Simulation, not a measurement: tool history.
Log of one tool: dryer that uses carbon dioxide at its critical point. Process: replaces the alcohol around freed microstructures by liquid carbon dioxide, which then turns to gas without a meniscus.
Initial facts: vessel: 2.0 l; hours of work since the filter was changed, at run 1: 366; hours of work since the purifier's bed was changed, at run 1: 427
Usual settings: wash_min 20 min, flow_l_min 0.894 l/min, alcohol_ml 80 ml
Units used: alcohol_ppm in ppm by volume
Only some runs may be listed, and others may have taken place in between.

| run | hour | wash_min | flow_l_min | alcohol_ml | hours of work since the filter was changed | hours of work since the purifier's bed was changed | alcohol_ppm |
|---|---|---|---|---|---|---|---|
| 1 | 0.0 | 20 | 0.894 | 80 | 366 | 427 | 173 |
| 2 | 54.7 | 20 | 0.894 | 80 | 403 | 464 | 186 |
| 3 | 125.0 | 23 | 0.894 | 80 | 450 | 512 | 134 |
|  | 148.7 | inlet filter changed |
| 4 | 162.1 | 20 | 0.894 | 80 | 9 | 536 | 137 |
| 5 | 200.6 | 20 | 0.894 | 80 | 35 | 562 | 132 |
| 6 | 260.1 | 20 | 0.894 | 53 | 76 | 603 | 142 |
| 7 | 300.2 | 20 | 0.894 | 48 | 103 | 630 | 147 |
| 8 | 369.1 | 16 | 0.816 | 80 | 150 | 677 | 472 |
| 9 | 412.6 | 16 | 0.816 | 80 | 179 | 706 | 488 |
| 10 | 442.8 | 20 | 0.894 | 51 | 200 | 727 | 159 |
| 11 | 507.5 | 14 | 0.555 | 105 | 243 | 771 | 3451 |
| 12 | 557.3 | 21 | 0.559 | 26 | 277 | 804 | 333 |

Alternative continuations, all from the tool just after run 12; predict every row:
| A | 587.0 | 20 | 0.894 | 54 | 297 | 824 | ? |
| B | 587.0 | 20 | 1.217 | 79 | 297 | 824 | ? |
| C | 587.0 | 27 | 1.489 | 88 | 297 | 824 | ? |
| D | 587.0 | 31 | 0.891 | 80 | 297 | 824 | ? |
| E | 587.0 | 30 | 0.894 | 90 | 297 | 824 | ? |

| run | alcohol_ppm |
|---|---|
| A | 194 |
| B | 147 |
| C | 134 |
| D | 140 |
| E | 146 |
With no hidden state in the tool, these same runs would have given:
| run | alcohol_ppm |
|---|---|
| A | 36 |
| B | 11 |
| C | 6 |
| D | 8 |
| E | 15 |
